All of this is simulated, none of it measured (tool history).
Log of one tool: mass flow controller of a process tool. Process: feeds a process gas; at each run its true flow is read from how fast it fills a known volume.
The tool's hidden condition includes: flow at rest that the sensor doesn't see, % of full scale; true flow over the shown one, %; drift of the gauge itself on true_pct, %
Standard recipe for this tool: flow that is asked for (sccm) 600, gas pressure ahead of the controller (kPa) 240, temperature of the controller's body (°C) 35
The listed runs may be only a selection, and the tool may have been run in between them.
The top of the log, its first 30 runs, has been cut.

run,hour,flow that is asked for (sccm),gas pressure ahead of the controller (kPa),temperature of the controller's body (°C),hours of work since the controller was set to zero,hours of work since the controller was changed,true flow (%)
31,3440.1,403,276,27,752,752,98.42
32,3582.3,403,276,27,827,827,98.6
33,3708.8,208,170,34,894,894,98.57
34,3794.5,600,234,22,940,940,99.65
35,3867.3,525,240,35,978,978,98.66
36,4023.1,125,179,35,1060,1060,98.92
37,4167,125,280,39,1136,1136,97.93
38,4235.7,315,240,35,1173,1173,98.41
39,4326.1,315,240,35,1220,1220,98.39
40,4424.1,167,146,35,1272,1272,99.07
41,4564,167,146,35,1346,1346,99.27
42,4665.9,167,146,35,1400,1400,99.31
43,4754.5,965,165,34,1447,1447,100.45
44,4891.9,184,276,28,1519,1519,98.91

3 ways to go on from here, each from the tool as it stands after run 44. What would each give?
A,4988.4,600,240,24,1570,1570,?
B,4988.4,246,240,35,1570,1570,?
C,4988.4,835,162,20,1570,1570,?

run,true flow (%)
A,99.96
B,98.6
C,101.22
With no hidden state in the tool, these same runs would have given:
run,true flow (%)
A,98.77
B,97.02
C,100.12
